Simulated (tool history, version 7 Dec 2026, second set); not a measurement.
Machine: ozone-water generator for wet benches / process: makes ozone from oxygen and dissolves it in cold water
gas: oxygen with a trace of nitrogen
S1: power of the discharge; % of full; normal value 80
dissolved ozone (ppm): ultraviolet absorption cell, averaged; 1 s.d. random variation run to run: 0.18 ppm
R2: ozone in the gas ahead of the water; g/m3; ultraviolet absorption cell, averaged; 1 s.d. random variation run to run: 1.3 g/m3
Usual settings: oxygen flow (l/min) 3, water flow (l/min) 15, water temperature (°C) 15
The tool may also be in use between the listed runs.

run 1 hour=0 | S1=80 oxygen_flow_(l/min)=3 water_flow_(l/min)=15 water_temperature_(°C)=15 | dissolved_ozone_(ppm)=23.5 R2=227.3
run 2 hour=99.5 | S1=80 oxygen_flow_(l/min)=3 water_flow_(l/min)=15 water_temperature_(°C)=15 | dissolved_ozone_(ppm)=23.6 R2=226.7
run 3 hour=200.9 | S1=80 oxygen_flow_(l/min)=3 water_flow_(l/min)=15 water_temperature_(°C)=15 | dissolved_ozone_(ppm)=23.6 R2=226.3
run 4 hour=267.3 | S1=80 oxygen_flow_(l/min)=3 water_flow_(l/min)=15 water_temperature_(°C)=15 | dissolved_ozone_(ppm)=23.6 R2=224.9
run 5 hour=341.2 | S1=80 oxygen_flow_(l/min)=2 water_flow_(l/min)=15 water_temperature_(°C)=15 | dissolved_ozone_(ppm)=21.8 R2=270.6
run 6 hour=415.6 | S1=80 oxygen_flow_(l/min)=3 water_flow_(l/min)=15 water_temperature_(°C)=15 | dissolved_ozone_(ppm)=23.8 R2=225.3
run 7 hour=556.2 | S1=80 oxygen_flow_(l/min)=3 water_flow_(l/min)=15 water_temperature_(°C)=15 | dissolved_ozone_(ppm)=23.5 R2=224.4
-- hour=639.9 water thermometer calibrated
run 8 hour=688.1 | S1=80 oxygen_flow_(l/min)=3 water_flow_(l/min)=15 water_temperature_(°C)=15 | dissolved_ozone_(ppm)=23.8 R2=221.5
run 9 hour=758.1 | S1=80 oxygen_flow_(l/min)=3 water_flow_(l/min)=15 water_temperature_(°C)=15 | dissolved_ozone_(ppm)=23.6 R2=226
run 10 hour=837.6 | S1=80 oxygen_flow_(l/min)=3 water_flow_(l/min)=15 water_temperature_(°C)=15 | dissolved_ozone_(ppm)=23.7 R2=223
run 11 hour=977.4 | S1=80 oxygen_flow_(l/min)=3 water_flow_(l/min)=15 water_temperature_(°C)=12 | dissolved_ozone_(ppm)=24.3 R2=222.6
run 12 hour=1039.2 | S1=80 oxygen_flow_(l/min)=3 water_flow_(l/min)=15 water_temperature_(°C)=15 | dissolved_ozone_(ppm)=23.5 R2=224.3
run 13 hour=1104.4 | S1=80 oxygen_flow_(l/min)=3 water_flow_(l/min)=15 water_temperature_(°C)=17 | dissolved_ozone_(ppm)=22.7 R2=221.1
run 14 hour=1238.5 | S1=80 oxygen_flow_(l/min)=3 water_flow_(l/min)=15 water_temperature_(°C)=17 | dissolved_ozone_(ppm)=22.9 R2=221.7
run 15 hour=1341.4 | S1=80 oxygen_flow_(l/min)=3 water_flow_(l/min)=15 water_temperature_(°C)=17 | dissolved_ozone_(ppm)=22.6 R2=224.2
run 16 hour=1459.8 | S1=80 oxygen_flow_(l/min)=3 water_flow_(l/min)=15 water_temperature_(°C)=17 | dissolved_ozone_(ppm)=22.5 R2=221.3
-- hour=1511.8 water thermometer calibrated, once more
-- hour=1548.5 contactor cleaned
run 17 hour=1553.1 | S1=80 oxygen_flow_(l/min)=3 water_flow_(l/min)=15 water_temperature_(°C)=17 | dissolved_ozone_(ppm)=23 R2=223.8
run 18 hour=1697.3 | S1=80 oxygen_flow_(l/min)=3 water_flow_(l/min)=15 water_temperature_(°C)=17 | dissolved_ozone_(ppm)=23.2 R2=221.1
run 19 hour=1834.3 | S1=80 oxygen_flow_(l/min)=3 water_flow_(l/min)=15 water_temperature_(°C)=17 | dissolved_ozone_(ppm)=23.4 R2=221.5
run 20 hour=1935 | S1=80 oxygen_flow_(l/min)=3 water_flow_(l/min)=15 water_temperature_(°C)=17 | dissolved_ozone_(ppm)=23.1 R2=219.8
run 21 hour=2035.7 | S1=80 oxygen_flow_(l/min)=3 water_flow_(l/min)=15 water_temperature_(°C)=17 | dissolved_ozone_(ppm)=22.8 R2=219.7
run 22 hour=2134.1 | S1=80 oxygen_flow_(l/min)=2.45 water_flow_(l/min)=9 water_temperature_(°C)=11 | dissolved_ozone_(ppm)=35.8 R2=239.3
run 23 hour=2230.8 | S1=80 oxygen_flow_(l/min)=2.16 water_flow_(l/min)=15 water_temperature_(°C)=11 | dissolved_ozone_(ppm)=22.7 R2=252.4
run 24 hour=2369.8 | S1=80 oxygen_flow_(l/min)=2.16 water_flow_(l/min)=15 water_temperature_(°C)=11 | dissolved_ozone_(ppm)=22.8 R2=253.7
run 25 hour=2457.2 | S1=80 oxygen_flow_(l/min)=2.16 water_flow_(l/min)=15 water_temperature_(°C)=11 | dissolved_ozone_(ppm)=22.5 R2=253.4
run 26 hour=2574.9 | S1=88 oxygen_flow_(l/min)=2.16 water_flow_(l/min)=9 water_temperature_(°C)=9 | dissolved_ozone_(ppm)=38.3 R2=269.3
run 27 hour=2671 | S1=56 oxygen_flow_(l/min)=4.16 water_flow_(l/min)=9 water_temperature_(°C)=9 | dissolved_ozone_(ppm)=30.6 R2=149.4
run 28 hour=2772.9 | S1=56 oxygen_flow_(l/min)=4.16 water_flow_(l/min)=9 water_temperature_(°C)=9 | dissolved_ozone_(ppm)=30.7 R2=149.8
run 29 hour=2868.9 | S1=48 oxygen_flow_(l/min)=3.11 water_flow_(l/min)=15 water_temperature_(°C)=15 | dissolved_ozone_(ppm)=16.8 R2=151.7
run 30 hour=2998.1 | S1=80 oxygen_flow_(l/min)=4.82 water_flow_(l/min)=15 water_temperature_(°C)=15 | dissolved_ozone_(ppm)=24.6 R2=174.6
run 31 hour=3065 | S1=80 oxygen_flow_(l/min)=4.82 water_flow_(l/min)=15 water_temperature_(°C)=15 | dissolved_ozone_(ppm)=24.4 R2=174.5
run 32 hour=3183.8 | S1=80 oxygen_flow_(l/min)=4.82 water_flow_(l/min)=15 water_temperature_(°C)=15 | dissolved_ozone_(ppm)=24.7 R2=175.3
run 33 hour=3290.3 | S1=80 oxygen_flow_(l/min)=4.82 water_flow_(l/min)=15 water_temperature_(°C)=15 | dissolved_ozone_(ppm)=24.4 R2=172.8

Consider 3 possible next runs. They are alternatives, not a sequence: every one starts from the tool as it was left by run 33. What does each give?
run A hour=3432.2 | S1=80 oxygen_flow_(l/min)=2.24 water_flow_(l/min)=15 water_temperature_(°C)=15 | dissolved_ozone_(ppm)=? R2=?
run B hour=3432.2 | S1=80 oxygen_flow_(l/min)=4.82 water_flow_(l/min)=10 water_temperature_(°C)=8 | dissolved_ozone_(ppm)=? R2=?
run C hour=3432.2 | S1=80 oxygen_flow_(l/min)=4.82 water_flow_(l/min)=15 water_temperature_(°C)=9 | dissolved_ozone_(ppm)=? R2=?

run=A dissolved_ozone_(ppm)=21.6 R2=247.2
run=B dissolved_ozone_(ppm)=36.4 R2=175.8
run=C dissolved_ozone_(ppm)=26.6 R2=174.6
The same runs, with their run-to-run variation unchanged, on a tool lacking any hidden condition would have given:
run=A dissolved_ozone_(ppm)=24.2 R2=274.4
run=B dissolved_ozone_(ppm)=40.7 R2=195.1
run=C dissolved_ozone_(ppm)=29.8 R2=193.7
